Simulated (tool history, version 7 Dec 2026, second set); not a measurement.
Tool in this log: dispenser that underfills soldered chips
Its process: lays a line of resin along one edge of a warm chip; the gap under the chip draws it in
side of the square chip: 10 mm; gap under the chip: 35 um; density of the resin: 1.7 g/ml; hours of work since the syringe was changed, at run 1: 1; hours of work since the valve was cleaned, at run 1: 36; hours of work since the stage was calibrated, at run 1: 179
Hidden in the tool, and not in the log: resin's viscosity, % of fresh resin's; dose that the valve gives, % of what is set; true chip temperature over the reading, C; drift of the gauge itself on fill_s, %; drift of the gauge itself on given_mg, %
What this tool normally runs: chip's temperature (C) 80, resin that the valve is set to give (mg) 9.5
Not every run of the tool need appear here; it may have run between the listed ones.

run,day,chip's temperature (C),resin that the valve is set to give (mg),hours of work since the syringe was changed,hours of work since the valve was cleaned,hours of work since the stage was calibrated,time until the resin shows at the far edge (s),resin that the valve gave (mg)
1,0,80,9.5,1,36,179,201.8,9.3
2,0.117,80,9.5,3,38,181,234.7,9.34
3,0.362,80,9.5,7,42,185,296.1,9.3
4,0.538,80,9.5,10,45,188,357.7,9.28
# day 0.642: new syringe of resin
5,0.783,80,9.5,2,48,192,233.8,9.26
6,1.033,87,9.5,7,53,196,233.1,9.29
7,1.233,87,9.5,10,56,199,289,9.25
# day 1.308: new syringe of resin
8,1.358,86,9.5,1,58,201,176.7,9.19
9,1.6,80,10.92,5,62,205,266.5,10.6
10,1.767,80,10.92,8,65,208,321.4,10.58
11,1.917,80,11.3,10,67,210,382.1,10.97
# day 1.983: new syringe of resin
12,2.112,80,9.5,2,70,213,227.5,9.18
13,2.333,80,9.5,6,74,217,284.1,9.17
14,2.458,80,9.5,8,76,219,331.7,9.08
# day 2.512: dispensing valve cleaned and set on the balance
# day 2.696: new syringe of resin
15,2.758,91,9.5,1,4,223,146.6,9.47
16,2.9,80,8.24,3,6,226,248.8,8.24
17,3.075,80,9.5,6,9,229,291.6,9.57
18,3.196,80,9.98,8,11,231,333.1,9.95
# day 3.375: new syringe of resin
19,3.462,65,9.46,2,15,235,372.1,9.41
20,3.65,76,9.83,5,18,238,296.4,9.73
21,3.862,76,9.83,8,22,241,366.3,9.82
22,4,76,8.51,10,24,244,440.6,8.37
# day 4.046: new syringe of resin
23,4.125,67,8.71,1,26,246,341.1,8.55
24,4.271,73,10.61,4,29,248,311.1,10.52
25,4.492,83,9.38,7,32,252,287.1,9.23
26,4.654,83,9.38,10,35,254,336.5,9.28
# day 4.712: new syringe of resin
27,4.8,80,8.13,1,37,257,221.7,8.01
28,4.988,69,8.54,5,40,260,392.6,8.43
29,5.254,80,8.34,9,45,264,347.6,8.14
# day 5.388: new syringe of resin
30,5.517,80,8.34,2,49,268,228.1,8.17
31,5.738,80,8.34,6,53,272,289.2,8.21
32,5.892,73,8.88,8,55,275,426.6,8.72
33,6.004,73,9.6,10,57,276,472.8,9.41
# day 6.05: new syringe of resin
34,6.2,73,9.6,2,60,279,293.1,9.34
35,6.458,73,9.6,7,64,284,383.8,9.29

Hidden state at the last listed run before each entry between runs and at the first one after, where it differs:
Logged between run 4 and run 5: new syringe of resin (day 0.642)
  resin's viscosity, % of fresh resin's: 178.5 -> 115.2; dose that the valve gives, % of what is set: 97.77 -> 97.6; true chip temperature over the reading, C: 0.33 -> 0.34
  measured value less the no-hidden-state value, time until the resin shows at the far edge (s): +155.4 -> +29.1; resin that the valve gave (mg): -0.21 -> -0.23
Logged between run 7 and run 8: new syringe of resin (day 1.308)
  resin's viscosity, % of fresh resin's: 182.2 -> 106.1; dose that the valve gives, % of what is set: 97.27 -> 97.19
  measured value less the no-hidden-state value, time until the resin shows at the far edge (s): +129 -> +8.6; resin that the valve gave (mg): -0.26 -> -0.27
Logged between run 11 and run 12: new syringe of resin (day 1.983)
  resin's viscosity, % of fresh resin's: 187.8 -> 114.8; dose that the valve gives, % of what is set: 96.79 -> 96.64; true chip temperature over the reading, C: 0.4 -> 0.41
  measured value less the no-hidden-state value, time until the resin shows at the far edge (s): +176.2 -> +27.3; resin that the valve gave (mg): -0.37 -> -0.32
Logged between run 14 and run 15: dispensing valve cleaned and set on the balance (day 2.512); new syringe of resin (day 2.696)
  resin's viscosity, % of fresh resin's: 163.5 -> 107.3; dose that the valve gives, % of what is set: 96.39 -> 99.98; true chip temperature over the reading, C: 0.43 -> 0.44
  measured value less the no-hidden-state value, time until the resin shows at the far edge (s): +126.7 -> +8; resin that the valve gave (mg): -0.34 -> +0
Logged between run 18 and run 19: new syringe of resin (day 3.375)
  resin's viscosity, % of fresh resin's: 167.7 -> 108.3; dose that the valve gives, % of what is set: 99.66 -> 99.48; true chip temperature over the reading, C: 0.46 -> 0.47
  measured value less the no-hidden-state value, time until the resin shows at the far edge (s): +131.4 -> +22.5; resin that the valve gave (mg): -0.04 -> -0.05
Logged between run 22 and run 23: new syringe of resin (day 4.046)
  resin's viscosity, % of fresh resin's: 187.4 -> 108.4; dose that the valve gives, % of what is set: 99.08 -> 99; true chip temperature over the reading, C: 0.5 -> 0.51
  measured value less the no-hidden-state value, time until the resin shows at the far edge (s): +201.8 -> +21; resin that the valve gave (mg): -0.08 -> -0.09
Logged between run 26 and run 27: new syringe of resin (day 4.712)
  resin's viscosity, % of fresh resin's: 186.3 -> 108.6; dose that the valve gives, % of what is set: 98.61 -> 98.51; true chip temperature over the reading, C: 0.53 -> 0.54
  measured value less the no-hidden-state value, time until the resin shows at the far edge (s): +152.9 -> +14.6; resin that the valve gave (mg): -0.13 -> -0.12
Logged between run 29 and run 30: new syringe of resin (day 5.388)
  resin's viscosity, % of fresh resin's: 172.8 -> 113.6; dose that the valve gives, % of what is set: 98.16 -> 97.97; true chip temperature over the reading, C: 0.56 -> 0.57
  measured value less the no-hidden-state value, time until the resin shows at the far edge (s): +143.4 -> +24.3; resin that the valve gave (mg): -0.16 -> -0.17
Logged between run 33 and run 34: new syringe of resin (day 6.05)
  resin's viscosity, % of fresh resin's: 187.1 -> 116.5; dose that the valve gives, % of what is set: 97.62 -> 97.48; true chip temperature over the reading, C: 0.6 -> 0.61
  measured value less the no-hidden-state value, time until the resin shows at the far edge (s): +215.4 -> +36.8; resin that the valve gave (mg): -0.22 -> -0.24
